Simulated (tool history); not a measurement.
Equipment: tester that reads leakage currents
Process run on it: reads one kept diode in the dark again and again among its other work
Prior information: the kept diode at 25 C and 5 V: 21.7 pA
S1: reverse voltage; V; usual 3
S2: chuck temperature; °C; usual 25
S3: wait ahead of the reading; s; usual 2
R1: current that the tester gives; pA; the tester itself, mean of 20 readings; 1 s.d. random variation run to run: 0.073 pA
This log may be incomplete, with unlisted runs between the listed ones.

run     day     S1  S2    S3      R1
  1       0      3  25     2   18.59
  2   1.154      3  25     2   18.68
  3   3.271      3  32     2   30.01
  4   4.383      3  32     2   29.83
  5    6.85      3  32     2   29.94
  6   8.479      3  25     2   18.84
  7  10.892    7.1  25     2   27.89
  8  12.138    7.1  25     2   28.17
  9  13.658      3  25     2   18.74
 10  15.479      3  26     2   20.18
 11  17.117      3  25  2.01   18.85
 12  18.358      3  25  2.01   18.95
 13  20.888      3  25  2.01   19.02
 14  23.342      3  25  2.01      19
 15  24.625      3  25     2   19.02
 16  26.988      3  25     2   19.02
 17    29.3      3  25  1.17   19.14
 18  30.742      3  25  1.17   19.11
 19  32.458      3  25  1.17   19.27
 20  34.529      3  25  1.17   19.12
 21  36.354   1.36  27  1.17   15.34
 22  38.708   1.36  27  1.17   15.37
 23  40.558   1.36  27  1.17   15.33
 24    42.8   1.75  36  1.21   30.94
 25  45.196   1.75  36  1.21    30.6
 26  46.392  16.51  56  4.45  272.04
 27  48.879      3  30  0.32   27.28
 28  50.029      3  45  8.88   68.53
 29  52.058   5.22  24  4.76   24.02
 30  53.758   2.78  49   1.4   84.76
 31  55.725      3  56  0.92  132.57
 32  56.996    1.7  30  1.78   20.46
 33    59.1      3  31     2   28.43
 34  61.638      3  21  7.92    15.3
 35  63.538   3.24  26  0.48   22.07
     64.988  -- probe card cleaned and baked
 36  65.783   4.99  52  1.51  122.88
 37  67.254   5.86  41  1.51   64.87
 38  68.304   8.44  25  5.04   25.03
 39  70.196   8.44  25  5.04   25.01
 40  72.708   9.53  31  0.69   41.49

What if the next run were any one of these 4? Each begins from the tool's condition after run 40:
  A  74.062  5.65  26  0.69   ?
  B  74.062  2.02  35  0.76   ?
  C  74.062  4.41  25  1.57   ?
  D  74.062  4.69  25     2   ?

run     R1
  A   23.6
  B  28.69
  C   19.5
  D  19.97
With the hidden condition removed and each run's random variation left untouched, the same runs would have given:
run     R1
  A  25.14
  B  31.04
  C  20.85
  D  21.33
